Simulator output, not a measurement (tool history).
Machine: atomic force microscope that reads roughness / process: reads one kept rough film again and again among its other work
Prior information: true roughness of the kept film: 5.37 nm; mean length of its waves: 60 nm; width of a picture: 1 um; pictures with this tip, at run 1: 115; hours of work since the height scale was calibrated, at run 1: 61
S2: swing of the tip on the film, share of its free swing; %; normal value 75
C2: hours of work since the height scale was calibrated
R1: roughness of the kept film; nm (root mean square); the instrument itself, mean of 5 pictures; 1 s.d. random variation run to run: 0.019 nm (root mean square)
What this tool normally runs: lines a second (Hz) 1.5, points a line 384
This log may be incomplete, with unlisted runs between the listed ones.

Run 1, hour 0: usual settings; pictures with this tip 115; C2 61. Result: R1 4.373 nm (root mean square).
Run 2, hour 8.8: usual settings; pictures with this tip 125; C2 68. Result: R1 4.333 nm (root mean square).
Run 3, hour 19.3: usual settings; pictures with this tip 137; C2 76. Result: R1 4.294 nm (root mean square).
Run 4, hour 30.6: usual settings; pictures with this tip 150; C2 84. Result: R1 4.222 nm (root mean square).
Run 5, hour 39.3: usual settings; pictures with this tip 160; C2 91. Result: R1 4.227 nm (root mean square).
Run 6, hour 49.4: usual settings but lines a second (Hz) 2.46; pictures with this tip 172; C2 98. Result: R1 3.989 nm (root mean square).
Run 7, hour 65.8: usual settings but lines a second (Hz) 2.46; pictures with this tip 191; C2 111. Result: R1 3.959 nm (root mean square).
Run 8, hour 76.2: usual settings but lines a second (Hz) 2.46; pictures with this tip 203; C2 119. Result: R1 3.926 nm (root mean square).
At hour 78.6: height scale calibrated on a step standard.
Run 9, hour 96.5: usual settings but lines a second (Hz) 2.46; pictures with this tip 225; C2 14. Result: R1 3.854 nm (root mean square).
At hour 101.7: new tip fitted.
Run 10, hour 111.7: usual settings; pictures with this tip 12; C2 25. Result: R1 4.644 nm (root mean square).
Run 11, hour 131.1: usual settings but S2 74 %; pictures with this tip 34; C2 39. Result: R1 4.561 nm (root mean square).
Run 12, hour 146.1: usual settings but lines a second (Hz) 0.9, S2 57 %, points a line 377; pictures with this tip 52; C2 51. Result: R1 4.764 nm (root mean square).
Run 13, hour 165.5: usual settings but lines a second (Hz) 0.9, S2 57 %, points a line 377; pictures with this tip 74; C2 66. Result: R1 4.668 nm (root mean square).
Run 14, hour 183.9: usual settings but lines a second (Hz) 1.43, S2 56 %, points a line 377; pictures with this tip 95; C2 79. Result: R1 4.54 nm (root mean square).
Run 15, hour 194.5: usual settings but lines a second (Hz) 0.74, S2 56 %, points a line 748; pictures with this tip 108; C2 88. Result: R1 4.588 nm (root mean square).
At hour 199.2: height scale calibrated on a step standard, once more.
Run 16, hour 215.7: usual settings but lines a second (Hz) 0.74, S2 56 %, points a line 748; pictures with this tip 131; C2 13. Result: R1 4.498 nm (root mean square).
Run 17, hour 228.3: usual settings but lines a second (Hz) 0.74, S2 56 %, points a line 748; pictures with this tip 145; C2 22. Result: R1 4.428 nm (root mean square).
Run 18, hour 243.4: usual settings but lines a second (Hz) 0.88, points a line 796; pictures with this tip 163; C2 34. Result: R1 4.237 nm (root mean square).
Run 19, hour 254.2: usual settings but lines a second (Hz) 0.88, points a line 796; pictures with this tip 175; C2 42. Result: R1 4.225 nm (root mean square).

Branching from run 19: 5 alternative next runs. What would each branch give?
Run A, hour 267.8: usual settings but lines a second (Hz) 2.43, points a line 796; pictures with this tip 191; C2 52. Result: R1 ?.
Run B, hour 267.8: usual settings but lines a second (Hz) 2.6; pictures with this tip 191; C2 52. Result: R1 ?.
Run C, hour 267.8: usual settings but lines a second (Hz) 1.65, S2 85 %, points a line 620; pictures with this tip 191; C2 52. Result: R1 ?.
Run D, hour 267.8: usual settings but lines a second (Hz) 0.82, S2 72 %, points a line 265; pictures with this tip 191; C2 52. Result: R1 ?.
Run E, hour 267.8: usual settings but points a line 880; pictures with this tip 191; C2 52. Result: R1 ?.

run     R1
  A  3.914
  B  3.851
  C  3.848
  D  4.191
  E  4.072
Stripped of hidden state, with their random variation kept, the same runs would have yielded:
run     R1
  A  4.574
  B    4.5
  C  4.497
  D  4.897
  E  4.756
